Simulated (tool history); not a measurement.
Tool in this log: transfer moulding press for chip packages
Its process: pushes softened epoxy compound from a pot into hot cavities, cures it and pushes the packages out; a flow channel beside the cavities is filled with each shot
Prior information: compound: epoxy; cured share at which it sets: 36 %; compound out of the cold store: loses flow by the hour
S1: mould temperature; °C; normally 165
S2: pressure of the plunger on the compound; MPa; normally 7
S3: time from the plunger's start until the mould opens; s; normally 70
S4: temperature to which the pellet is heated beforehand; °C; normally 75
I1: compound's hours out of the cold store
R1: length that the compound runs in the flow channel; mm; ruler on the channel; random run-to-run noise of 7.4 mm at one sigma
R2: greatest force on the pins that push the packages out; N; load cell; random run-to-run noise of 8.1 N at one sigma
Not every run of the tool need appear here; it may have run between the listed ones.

run	day	S1	S2	S3	S4	I1	R1	R2
1	0	165	7	70	75	19.1	834	405
2	2.3	165	7	70	70	38.3	764	428
3	5.371	165	7	70	70	30	781	428
4	7.196	159	7	70	75	44.1	736	629
5	9.788	159	7	70	75	14.4	924	761
6	11.3	165	7.21	70	75	47	834	456
7	14.175	165	7	70	83	16.2	896	445
8	17.525	165	7	76	76	26.2	836	400
9	20.55	165	5.64	62	66	17.9	749	523
10	23.162	165	5.64	62	66	28.1	727	590
11	24.646	165	7.13	96	76	25.2	811	348
12	26.521	165	7.79	70	84	42.6	791	435

Not shown: 18 entries that the log had between the listed runs. Between which runs, and how does the tool's hidden state differ before and after?
Between runs 1 and 2: cavities cleaned with cleaning compound and waxed (day 1.367)
  true mould temperature over the reading, C: -0.29 -> -0.35; pressure that reaches the compound, % of what is set: 85.16 -> 82.62; grip of the stained cavities, % over clean ones': 8 -> 21.8
  what was measured, less what the result would be without the hidden state, R1: -69 -> -75 mm; R2: +35 -> +84 N
Between runs 2 and 3: cavities cleaned with cleaning compound and waxed (day 3.15); cavities cleaned with cleaning compound and waxed (day 4.762)
  true mould temperature over the reading, C: -0.35 -> -0.42; pressure that reaches the compound, % of what is set: 82.62 -> 79.48; grip of the stained cavities, % over clean ones': 21.8 -> 15.1
  what was measured, less what the result would be without the hidden state, R1: -75 -> -93 mm; R2: +84 -> +65 N
Between runs 3 and 4: cavities cleaned with cleaning compound and waxed (day 6.4)
  true mould temperature over the reading, C: -0.42 -> -0.47; pressure that reaches the compound, % of what is set: 79.48 -> 77.45; grip of the stained cavities, % over clean ones': 15.1 -> 20.1
  what was measured, less what the result would be without the hidden state, R1: -93 -> -99 mm; R2: +65 -> +123 N
Between runs 4 and 5: mould's thermocouples calibrated (day 7.504); cavities cleaned with cleaning compound and waxed (day 8.208); plunger's sealing rings changed (day 9.692)
  true mould temperature over the reading, C: -0.47 -> -0.67; pressure that reaches the compound, % of what is set: 77.45 -> 99.65; grip of the stained cavities, % over clean ones': 20.1 -> 29.5
  what was measured, less what the result would be without the hidden state, R1: -99 -> +0 mm; R2: +123 -> +203 N
Between runs 5 and 6: cavities cleaned with cleaning compound and waxed (day 10.083)
  true mould temperature over the reading, C: -0.67 -> -0.71; pressure that reaches the compound, % of what is set: 99.65 -> 97.93; grip of the stained cavities, % over clean ones': 29.5 -> 26.2
  what was measured, less what the result would be without the hidden state, R1: +0 -> -7 mm; R2: +203 -> +108 N
Between runs 6 and 7: cavities cleaned with cleaning compound and waxed (day 11.7); cavities cleaned with cleaning compound and waxed (day 13.288)
  true mould temperature over the reading, C: -0.71 -> -0.78; pressure that reaches the compound, % of what is set: 97.93 -> 94.79; grip of the stained cavities, % over clean ones': 26.2 -> 22
  what was measured, less what the result would be without the hidden state, R1: -7 -> -23 mm; R2: +108 -> +94 N
Between runs 7 and 8: cavities cleaned with cleaning compound and waxed (day 15.146); cavities cleaned with cleaning compound and waxed (day 16.804)
  true mould temperature over the reading, C: -0.78 -> -0.85; pressure that reaches the compound, % of what is set: 94.79 -> 91.25; grip of the stained cavities, % over clean ones': 22 -> 18.9
  what was measured, less what the result would be without the hidden state, R1: -23 -> -37 mm; R2: +94 -> +74 N
Between runs 8 and 9: cavities cleaned with cleaning compound and waxed (day 18.558); mould's thermocouples calibrated, once more (day 19.396); cavities cleaned with cleaning compound and waxed (day 20.271)
  true mould temperature over the reading, C: -0.85 -> 0.31; pressure that reaches the compound, % of what is set: 91.25 -> 88.22; grip of the stained cavities, % over clean ones': 18.9 -> 6.9
  what was measured, less what the result would be without the hidden state, R1: -37 -> -50 mm; R2: +74 -> +23 N
Between runs 9 and 10: cavities cleaned with cleaning compound and waxed (day 21.95)
  true mould temperature over the reading, C: 0.31 -> 0.25; pressure that reaches the compound, % of what is set: 88.22 -> 85.54; grip of the stained cavities, % over clean ones': 6.9 -> 25.5
  what was measured, less what the result would be without the hidden state, R1: -50 -> -59 mm; R2: +23 -> +111 N
Between runs 10 and 11: cavities cleaned with cleaning compound and waxed (day 23.667)
  true mould temperature over the reading, C: 0.25 -> 0.21; pressure that reaches the compound, % of what is set: 85.54 -> 84.04; grip of the stained cavities, % over clean ones': 25.5 -> 23.6
  what was measured, less what the result would be without the hidden state, R1: -59 -> -73 mm; R2: +111 -> +67 N
Between runs 11 and 12: cavities cleaned with cleaning compound and waxed (day 25.283)
  true mould temperature over the reading, C: 0.21 -> 0.17; pressure that reaches the compound, % of what is set: 84.04 -> 82.16; grip of the stained cavities, % over clean ones': 23.6 -> 29.5
  what was measured, less what the result would be without the hidden state, R1: -73 -> -82 mm; R2: +67 -> +98 N
